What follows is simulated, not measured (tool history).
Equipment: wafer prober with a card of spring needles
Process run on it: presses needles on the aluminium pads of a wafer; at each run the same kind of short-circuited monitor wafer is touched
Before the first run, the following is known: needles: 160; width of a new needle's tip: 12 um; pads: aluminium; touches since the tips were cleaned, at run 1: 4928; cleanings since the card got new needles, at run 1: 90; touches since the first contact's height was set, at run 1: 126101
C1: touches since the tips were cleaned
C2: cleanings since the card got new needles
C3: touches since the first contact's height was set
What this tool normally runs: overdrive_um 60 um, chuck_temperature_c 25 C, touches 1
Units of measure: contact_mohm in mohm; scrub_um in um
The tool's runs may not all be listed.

Run 1, hour 0: usual settings; C1 4928; C2 90; C3 126101. Result: contact_mohm 219 mohm, scrub_um 10.07 um.
At hour 11.5: tips cleaned on abrasive film.
At hour 38.9: tips cleaned on abrasive film.
Run 2, hour 59.6: usual settings; C1 7480; C2 92; C3 147538. Result: contact_mohm 221 mohm, scrub_um 10.11 um.
At hour 64: tips cleaned on abrasive film.
At hour 88.7: tips cleaned on abrasive film.
At hour 103.3: height of the first contact set anew.
At hour 113.6: tips cleaned on abrasive film.
Run 3, hour 119.9: usual settings; C1 2265; C2 95; C3 5932. Result: contact_mohm 217 mohm, scrub_um 10.08 um.
At hour 138.3: tips cleaned on abrasive film.
Run 4, hour 155.7: usual settings; C1 6291; C2 96; C3 18834. Result: contact_mohm 223 mohm, scrub_um 10.09 um.
At hour 167.5: tips cleaned on abrasive film.
At hour 194.8: tips cleaned on abrasive film.
Run 5, hour 196: usual settings but chuck_temperature_c 111 C; C1 428; C2 98; C3 33308. Result: contact_mohm 249 mohm, scrub_um 10.09 um.
At hour 222.9: tips cleaned on abrasive film.
At hour 250.8: tips cleaned on abrasive film.
Run 6, hour 257.1: usual settings but chuck_temperature_c 111 C; C1 2277; C2 100; C3 55279. Result: contact_mohm 241 mohm, scrub_um 10.1 um.
At hour 276.7: tips cleaned on abrasive film.
At hour 304.6: tips cleaned on abrasive film.
Run 7, hour 324.2: usual settings but chuck_temperature_c 111 C; C1 7076; C2 102; C3 79446. Result: contact_mohm 246 mohm, scrub_um 10.13 um.
At hour 329.5: tips cleaned on abrasive film.
At hour 354.9: tips cleaned on abrasive film.
Run 8, hour 364.3: usual settings; C1 3389; C2 104; C3 93831. Result: contact_mohm 216 mohm, scrub_um 10.13 um.
At hour 381.8: tips cleaned on abrasive film.
At hour 407.5: tips cleaned on abrasive film.
Run 9, hour 409.9: usual settings; C1 847; C2 106; C3 110219. Result: contact_mohm 221 mohm, scrub_um 10.13 um.
At hour 434.2: tips cleaned on abrasive film.
At hour 463.4: tips cleaned on abrasive film.
Run 10, hour 476: usual settings; C1 4555; C2 108; C3 134018. Result: contact_mohm 219 mohm, scrub_um 10.16 um.
At hour 491.4: tips cleaned on abrasive film.
At hour 517.7: tips cleaned on abrasive film.
At hour 544.4: tips cleaned on abrasive film.
Run 11, hour 548.8: usual settings; C1 1579; C2 111; C3 160198. Result: contact_mohm 217 mohm, scrub_um 10.13 um.
At hour 555.2: height of the first contact set anew.
At hour 570.3: tips cleaned on abrasive film.
At hour 598.6: tips cleaned on abrasive film.
Run 12, hour 613.3: usual settings; C1 5305; C2 113; C3 20888. Result: contact_mohm 220 mohm, scrub_um 10.17 um.
At hour 625.8: tips cleaned on abrasive film.
At hour 651.1: tips cleaned on abrasive film.
Run 13, hour 654.2: usual settings; C1 1093; C2 115; C3 35565. Result: contact_mohm 219 mohm, scrub_um 10.21 um.
At hour 678.4: tips cleaned on abrasive film.
Run 14, hour 695.8: usual settings; C1 6273; C2 116; C3 50562. Result: contact_mohm 220 mohm, scrub_um 10.15 um.
At hour 703.6: tips cleaned on abrasive film.
At hour 729: tips cleaned on abrasive film.
At hour 757.8: tips cleaned on abrasive film.
Run 15, hour 764: usual settings but chuck_temperature_c 79 C; C1 2243; C2 119; C3 75086. Result: contact_mohm 233 mohm, scrub_um 10.21 um.
At hour 783.9: tips cleaned on abrasive film.
At hour 812.6: tips cleaned on abrasive film.
Run 16, hour 814.8: usual settings but chuck_temperature_c 79 C; C1 821; C2 121; C3 93347. Result: contact_mohm 238 mohm, scrub_um 10.2 um.
At hour 833.1: gauge calibrated.
At hour 837.2: tips cleaned on abrasive film.
At hour 866.2: tips cleaned on abrasive film.
Run 17, hour 889.2: usual settings but chuck_temperature_c 79 C; C1 8314; C2 123; C3 120118. Result: contact_mohm 236 mohm, scrub_um 10.09 um.
At hour 892.9: tips cleaned on abrasive film.
At hour 918.4: tips cleaned on abrasive film.
At hour 943.6: tips cleaned on abrasive film.
Run 18, hour 948.4: usual settings but overdrive_um 76 um, chuck_temperature_c 29 C, touches 2; C1 1729; C2 126; C3 141378. Result: contact_mohm 214 mohm, scrub_um 12.78 um.
At hour 969.4: tips cleaned on abrasive film.
At hour 998.6: tips cleaned on abrasive film.
At hour 1008.3: height of the first contact set anew.
Run 19, hour 1020.3: usual settings but overdrive_um 76 um, chuck_temperature_c 74 C, touches 3; C1 7758; C2 128; C3 4341. Result: contact_mohm 227 mohm, scrub_um 12.8 um.
At hour 1026.5: tips cleaned on abrasive film.
At hour 1052.9: tips cleaned on abrasive film.
Run 20, hour 1075.2: usual settings but overdrive_um 76 um, chuck_temperature_c 74 C, touches 3; C1 8042; C2 130; C3 24066. Result: contact_mohm 227 mohm, scrub_um 12.79 um.
At hour 1080.3: tips cleaned on abrasive film.
At hour 1105.7: tips cleaned on abrasive film.
At hour 1131.5: tips cleaned on abrasive film.
Run 21, hour 1137.5: usual settings but overdrive_um 76 um, chuck_temperature_c 59 C, touches 3; C1 2159; C2 133; C3 46438. Result: contact_mohm 227 mohm, scrub_um 12.81 um.
At hour 1157.7: tips cleaned on abrasive film.
At hour 1183.3: tips cleaned on abrasive film.
At hour 1208.7: tips cleaned on abrasive film.
Run 22, hour 1209.9: usual settings but overdrive_um 76 um, chuck_temperature_c 59 C, touches 3; C1 419; C2 136; C3 72461. Result: contact_mohm 221 mohm, scrub_um 12.82 um.
At hour 1237.3: tips cleaned on abrasive film.
At hour 1264.3: tips cleaned on abrasive film.
Run 23, hour 1274: usual settings but overdrive_um 59 um, touches 2; C1 3501; C2 138; C3 95539. Result: contact_mohm 219 mohm, scrub_um 9.97 um.
At hour 1291.2: tips cleaned on abrasive film.
Run 24, hour 1311.2: usual settings but overdrive_um 59 um, touches 2; C1 7222; C2 139; C3 108946. Result: contact_mohm 221 mohm, scrub_um 9.97 um.

Run 25, settings as shown, results not yet in. Your forecast:
At hour 1317.4: tips cleaned on abrasive film.
At hour 1344.2: tips cleaned on abrasive film.
At hour 1372.3: tips cleaned on abrasive film.
Run 25, hour 1378.2: usual settings but overdrive_um 54 um, chuck_temperature_c 82 C, touches 2; C1 2151; C2 142; C3 133026. Result: contact_mohm ?, scrub_um ?.

contact_mohm: 236 mohm
scrub_um: 9.14 um
Had the tool carried no hidden state, the very same run would have given contact_mohm 236 mohm, scrub_um 9.07 um.

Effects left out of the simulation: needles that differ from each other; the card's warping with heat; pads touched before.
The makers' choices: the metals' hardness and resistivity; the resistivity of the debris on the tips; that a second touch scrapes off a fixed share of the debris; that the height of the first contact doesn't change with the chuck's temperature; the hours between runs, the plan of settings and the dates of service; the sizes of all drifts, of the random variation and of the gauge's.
